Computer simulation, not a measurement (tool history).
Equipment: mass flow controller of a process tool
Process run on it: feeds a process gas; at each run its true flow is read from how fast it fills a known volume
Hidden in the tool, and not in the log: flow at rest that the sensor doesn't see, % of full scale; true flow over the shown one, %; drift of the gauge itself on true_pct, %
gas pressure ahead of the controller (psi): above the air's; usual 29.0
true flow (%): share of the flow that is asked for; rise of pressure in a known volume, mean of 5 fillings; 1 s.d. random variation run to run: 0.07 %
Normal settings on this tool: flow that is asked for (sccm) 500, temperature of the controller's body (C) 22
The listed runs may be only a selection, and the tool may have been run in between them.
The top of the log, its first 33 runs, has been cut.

| run | hour | flow that is asked for (sccm) | gas pressure ahead of the controller (psi) | temperature of the controller's body (C) | hours of work since the controller was set to zero | hours of work since the controller was changed | true flow (%) |
|---|---|---|---|---|---|---|---|
| 34 | 7173.0 | 500 | 33.2 | 26 | 996 | 996 | 98.86 |
| 35 | 7393.7 | 518 | 23.9 | 22 | 1120 | 1120 | 98.58 |
| 36 | 7572.9 | 500 | 34.8 | 30 | 1220 | 1220 | 99.06 |
| 37 | 7830.8 | 149 | 29.0 | 21 | 1364 | 1364 | 97.78 |
| 38 | 7977.1 | 597 | 32.5 | 26 | 1446 | 1446 | 99.12 |
| 39 | 8191.9 | 500 | 34.2 | 24 | 1566 | 1566 | 98.87 |
| 40 | 8357.3 | 500 | 38.1 | 22 | 1659 | 1659 | 99.16 |
| 41 | 8667.1 | 676 | 20.7 | 26 | 1832 | 1832 | 98.96 |
| 42 | 8957.1 | 676 | 20.7 | 26 | 1994 | 1994 | 98.89 |
| 43 | 9242.9 | 676 | 20.7 | 26 | 2154 | 2154 | 98.97 |
| 44 | 9510.3 | 526 | 29.0 | 25 | 2304 | 2304 | 98.86 |
| 45 | 9825.2 | 526 | 29.0 | 20 | 2480 | 2480 | 98.71 |
| 46 | 10112.1 | 862 | 22.3 | 39 | 2641 | 2641 | 99.62 |
| 47 | 10308.9 | 500 | 29.0 | 21 | 2751 | 2751 | 98.62 |
| 48 | 10503.9 | 500 | 29.0 | 21 | 2860 | 2860 | 98.56 |

Branching from run 48: 4 alternative next runs. What would each branch give?
| A | 10666.6 | 923 | 29.0 | 29 | 2951 | 2951 | ? |
| B | 10666.6 | 500 | 38.3 | 21 | 2951 | 2951 | ? |
| C | 10666.6 | 576 | 29.0 | 21 | 2951 | 2951 | ? |
| D | 10666.6 | 500 | 29.0 | 21 | 2951 | 2951 | ? |

| run | true flow (%) |
|---|---|
| A | 99.94 |
| B | 98.91 |
| C | 98.95 |
| D | 98.60 |
Without the tool's hidden state the same runs would have given:
| run | true flow (%) |
|---|---|
| A | 99.95 |
| B | 98.92 |
| C | 98.95 |
| D | 98.60 |
